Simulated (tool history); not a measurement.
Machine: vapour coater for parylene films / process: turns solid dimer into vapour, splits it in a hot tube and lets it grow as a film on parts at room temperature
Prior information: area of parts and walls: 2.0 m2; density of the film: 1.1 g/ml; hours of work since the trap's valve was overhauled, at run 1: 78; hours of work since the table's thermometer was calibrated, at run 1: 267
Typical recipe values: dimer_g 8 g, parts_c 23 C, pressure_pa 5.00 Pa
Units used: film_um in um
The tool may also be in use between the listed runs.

| run | hour | dimer_g | parts_c | pressure_pa | hours of work since the trap's valve was overhauled | hours of work since the table's thermometer was calibrated | film_um |
|---|---|---|---|---|---|---|---|
| 1 | 0.0 | 8 | 23 | 5.00 | 78 | 267 | 1.91 |
| 2 | 15.5 | 8 | 15 | 5.00 | 84 | 274 | 2.70 |
| 3 | 29.6 | 8 | 15 | 5.00 | 90 | 280 | 2.67 |
| 4 | 40.9 | 8 | 15 | 5.00 | 95 | 284 | 2.67 |
| 5 | 52.5 | 8 | 15 | 5.00 | 100 | 289 | 2.67 |
| 6 | 64.5 | 8 | 23 | 5.00 | 105 | 294 | 1.90 |
| 7 | 80.6 | 8 | 23 | 5.00 | 111 | 301 | 1.94 |
| 8 | 91.5 | 8 | 23 | 5.00 | 116 | 305 | 1.93 |
| 9 | 99.0 | 8 | 23 | 5.00 | 119 | 308 | 1.91 |
| 10 | 109.9 | 8 | 23 | 5.00 | 123 | 313 | 1.90 |
| 11 | 118.9 | 8 | 23 | 5.00 | 127 | 316 | 1.88 |
| 12 | 129.2 | 8 | 23 | 5.00 | 131 | 321 | 1.92 |
| 13 | 143.4 | 8 | 23 | 5.00 | 137 | 327 | 1.90 |
| 14 | 151.5 | 8 | 23 | 5.00 | 141 | 330 | 1.92 |
| 15 | 166.9 | 10 | 23 | 5.00 | 147 | 336 | 2.42 |
| 16 | 179.6 | 10 | 23 | 5.00 | 152 | 342 | 2.41 |
| 17 | 188.7 | 5 | 23 | 5.00 | 156 | 345 | 1.21 |
| 18 | 196.6 | 5 | 23 | 5.00 | 159 | 349 | 1.19 |
| 19 | 204.7 | 5 | 23 | 5.00 | 163 | 352 | 1.17 |
| 20 | 217.1 | 8 | 23 | 5.66 | 168 | 357 | 1.84 |
| 21 | 229.5 | 8 | 23 | 5.66 | 173 | 362 | 1.86 |
| 22 | 239.6 | 8 | 24 | 5.00 | 177 | 366 | 1.84 |
| 23 | 255.2 | 13 | 29 | 3.66 | 183 | 373 | 2.50 |
| 24 | 269.8 | 13 | 29 | 2.64 | 189 | 379 | 2.67 |
| 25 | 283.2 | 12 | 22 | 5.00 | 195 | 384 | 2.97 |
| 26 | 297.5 | 9 | 18 | 5.00 | 201 | 390 | 2.61 |
| 27 | 313.9 | 9 | 18 | 2.26 | 208 | 397 | 2.94 |
| 28 | 329.2 | 9 | 18 | 2.26 | 214 | 403 | 2.97 |
| 29 | 345.1 | 9 | 18 | 2.26 | 221 | 410 | 2.94 |
| 30 | 354.9 | 9 | 18 | 2.26 | 225 | 414 | 2.98 |
| 31 | 365.9 | 8 | 22 | 5.00 | 229 | 419 | 1.95 |
| 32 | 377.9 | 8 | 23 | 5.83 | 234 | 424 | 1.81 |
| 33 | 387.8 | 8 | 23 | 2.26 | 238 | 428 | 2.13 |
| 34 | 403.0 | 8 | 31 | 5.00 | 245 | 434 | 1.33 |
| 35 | 414.1 | 4 | 34 | 3.19 | 249 | 439 | 0.65 |
| 36 | 428.6 | 4 | 34 | 3.19 | 255 | 445 | 0.62 |
| 37 | 435.7 | 4 | 34 | 9.69 | 258 | 447 | 0.52 |
| 38 | 448.9 | 3 | 15 | 2.75 | 264 | 453 | 1.08 |
| 39 | 458.9 | 6 | 29 | 2.06 | 268 | 457 | 1.25 |
| 40 | 472.2 | 6 | 29 | 2.06 | 273 | 463 | 1.27 |
| 41 | 479.7 | 7 | 21 | 4.17 | 276 | 466 | 1.83 |
| 42 | 493.7 | 7 | 21 | 11.54 | 282 | 471 | 1.55 |

For each run, the measured value with the value that run would have given without the tool's hidden condition subtracted. The run-to-run variation is shared by both, the gauge scatter possibly not:
Hidden state present: vapour lost through the trap's worn valve, %; true temperature of the parts over the reading, C; drift of the gauge itself on film_um, %.
| run | film_um |
|---|---|
| 1 | -0.03 |
| 2 | -0.05 |
| 3 | -0.05 |
| 4 | -0.05 |
| 5 | -0.05 |
| 6 | -0.04 |
| 7 | -0.04 |
| 8 | -0.04 |
| 9 | -0.04 |
| 10 | -0.04 |
| 11 | -0.04 |
| 12 | -0.04 |
| 13 | -0.04 |
| 14 | -0.04 |
| 15 | -0.05 |
| 16 | -0.06 |
| 17 | -0.03 |
| 18 | -0.03 |
| 19 | -0.03 |
| 20 | -0.05 |
| 21 | -0.05 |
| 22 | -0.05 |
| 23 | -0.07 |
| 24 | -0.08 |
| 25 | -0.09 |
| 26 | -0.08 |
| 27 | -0.10 |
| 28 | -0.09 |
| 29 | -0.10 |
| 30 | -0.10 |
| 31 | -0.07 |
| 32 | -0.07 |
| 33 | -0.08 |
| 34 | -0.05 |
| 35 | -0.02 |
| 36 | -0.02 |
| 37 | -0.02 |
| 38 | -0.04 |
| 39 | -0.05 |
| 40 | -0.05 |
| 41 | -0.07 |
| 42 | -0.06 |
